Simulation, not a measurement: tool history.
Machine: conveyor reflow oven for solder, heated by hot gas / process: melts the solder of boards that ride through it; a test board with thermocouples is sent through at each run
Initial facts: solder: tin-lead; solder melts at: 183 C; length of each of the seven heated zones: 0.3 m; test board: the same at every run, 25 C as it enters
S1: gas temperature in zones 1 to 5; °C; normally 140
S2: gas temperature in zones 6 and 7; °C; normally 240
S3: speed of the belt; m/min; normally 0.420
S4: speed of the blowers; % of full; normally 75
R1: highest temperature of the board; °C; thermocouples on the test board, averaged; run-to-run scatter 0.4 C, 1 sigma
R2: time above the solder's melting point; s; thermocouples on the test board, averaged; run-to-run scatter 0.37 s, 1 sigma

{"run": 1, "hour": 0.0, "S1": 140, "S2": 240, "S3": 0.42, "S4": 75, "R1": 222.8, "R2": 70.3}
{"run": 2, "hour": 20.2, "S1": 140, "S2": 240, "S3": 0.387, "S4": 75, "R1": 225.3, "R2": 77.5}
{"run": 3, "hour": 45.0, "S1": 140, "S2": 230, "S3": 0.387, "S4": 75, "R1": 216.0, "R2": 70.1}
{"run": 4, "hour": 66.8, "S1": 140, "S2": 230, "S3": 0.387, "S4": 75, "R1": 217.6, "R2": 70.8}
{"run": 5, "hour": 87.0, "S1": 140, "S2": 230, "S3": 0.387, "S4": 75, "R1": 217.1, "R2": 70.5}
{"run": 6, "hour": 108.0, "S1": 140, "S2": 230, "S3": 0.387, "S4": 88, "R1": 219.8, "R2": 73.6}
{"run": 7, "hour": 123.2, "S1": 140, "S2": 230, "S3": 0.387, "S4": 88, "R1": 219.4, "R2": 73.8}
{"run": 8, "hour": 147.3, "S1": 140, "S2": 230, "S3": 0.387, "S4": 88, "R1": 219.0, "R2": 73.4}
{"run": 9, "hour": 164.0, "S1": 140, "S2": 230, "S3": 0.387, "S4": 88, "R1": 219.3, "R2": 74.0}
{"run": 10, "hour": 184.9, "S1": 140, "S2": 240, "S3": 0.42, "S4": 75, "R1": 222.7, "R2": 69.4}
{"run": 11, "hour": 203.1, "S1": 140, "S2": 240, "S3": 0.42, "S4": 75, "R1": 223.0, "R2": 69.5}
{"run": 12, "hour": 218.8, "S1": 140, "S2": 240, "S3": 0.42, "S4": 75, "R1": 222.4, "R2": 69.7}
{"run": 13, "hour": 230.4, "S1": 140, "S2": 240, "S3": 0.42, "S4": 75, "R1": 222.5, "R2": 68.6}
{"run": 14, "hour": 244.0, "S1": 140, "S2": 240, "S3": 0.42, "S4": 75, "R1": 222.7, "R2": 69.9}
{"run": 15, "hour": 264.1, "S1": 140, "S2": 240, "S3": 0.42, "S4": 75, "R1": 223.1, "R2": 69.4}

Run 16, settings as shown, results not yet in. Your forecast:
{"run": 16, "hour": 288.4, "S1": 129, "S2": 253, "S3": 0.398, "S4": 67, "R1": "?", "R2": "?"}

R1: 231.8 °C
R2: 75.1 s
With no hidden state in the tool, this same run would have given R1 231.8 °C, R2 75.1 s.

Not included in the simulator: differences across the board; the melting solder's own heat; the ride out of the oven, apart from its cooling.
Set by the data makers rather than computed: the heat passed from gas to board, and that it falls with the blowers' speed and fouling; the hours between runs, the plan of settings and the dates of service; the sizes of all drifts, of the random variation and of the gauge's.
